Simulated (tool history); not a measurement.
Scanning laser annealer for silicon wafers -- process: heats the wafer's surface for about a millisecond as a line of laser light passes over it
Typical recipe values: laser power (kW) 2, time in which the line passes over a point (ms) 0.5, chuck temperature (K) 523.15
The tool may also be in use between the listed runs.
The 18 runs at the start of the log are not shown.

run   hour  laser power (kW)  time in which the line passes over a point (ms)  chuck temperature (K)  hours of work since the window was cleaned  hours of work since the power meter was calibrated  hours of work since the optics were aligned  highest temperature of the surface (K)
     134.5  -- window over the wafer cleaned
 19  137.3                 2                                            0.436                 523.15                                           2                                                 119                                           45                                 1174.15
 20  143.1                 2                                              0.5                 523.15                                           6                                                 124                                           49                                 1228.15
 21  152.3             1.773                                            0.367                 534.15                                          13                                                 130                                           56                                 1050.15
 22  156.7                 2                                            0.493                 523.15                                          16                                                 134                                           59                                 1219.15
 23  165.9                 2                                            0.493                 523.15                                          23                                                 140                                           66                                 1220.15
 24  174.9             1.822                                            0.603                 555.15                                          30                                                 147                                           73                                 1258.15
 25  181.3             1.892                                            0.427                 540.15                                          35                                                 152                                           78                                 1142.15
 26  191.4             2.083                                            0.503                 535.15                                          42                                                 159                                           85                                 1275.15
 27  196.5                 2                                              0.5                 499.15                                          46                                                 163                                           89                                 1206.15
 28  202.4                 2                                              0.5                 499.15                                          50                                                 167                                           93                                 1201.15
 29    212             1.818                                            0.407                 505.15                                          57                                                 174                                          100                                 1069.15
 30  219.6                 2                                              0.4                 518.15                                          63                                                 180                                          106                                 1142.15
 31  230.1             1.868                                             0.53                 504.15                                          71                                                 188                                          114                                 1177.15
 32  239.5             1.868                                             0.53                 504.15                                          78                                                 195                                          121                                 1179.15
 33  246.5             1.868                                             0.53                 504.15                                          83                                                 200                                          126                                 1178.15
 34  253.8             1.935                                             0.53                 535.15                                          88                                                 205                                          131                                 1236.15
 35  260.4             2.105                                            0.449                 515.15                                          93                                                 210                                          136                                 1221.15
 36  269.7             2.105                                            0.449                 515.15                                         100                                                 217                                          143                                 1219.15
 37  278.4             1.819                                            0.449                 487.15                                         106                                                 224                                          149                                 1080.15
 38    287             1.819                                            0.449                 487.15                                         113                                                 230                                          156                                 1082.15
 39  292.7              2.05                                            0.542                 487.15                                         117                                                 234                                          160                                 1245.15
 40  299.5                 2                                            0.402                 523.15                                         122                                                 239                                          165                                 1144.15

Each row is a separate what-if for the run after 40, all from the same tool condition, not one after another. Results?
  A  303.8                 2                                            0.534                 523.15                                         125                                                 242                                          168                                       ?
  B  303.8             1.903                                            0.366                 529.15                                         125                                                 242                                          168                                       ?
  C  303.8             2.155                                              0.5                 523.15                                         125                                                 242                                          168                                       ?
  D  303.8                 2                                            0.561                 496.15                                         125                                                 242                                          168                                       ?

run  highest temperature of the surface (K)
  A                                 1254.15
  B                                 1086.15
  C                                 1290.15
  D                                 1250.15
Without the tool's unlogged condition, the same runs would have read:
run  highest temperature of the surface (K)
  A                                 1254.15
  B                                 1086.15
  C                                 1291.15
  D                                 1250.15

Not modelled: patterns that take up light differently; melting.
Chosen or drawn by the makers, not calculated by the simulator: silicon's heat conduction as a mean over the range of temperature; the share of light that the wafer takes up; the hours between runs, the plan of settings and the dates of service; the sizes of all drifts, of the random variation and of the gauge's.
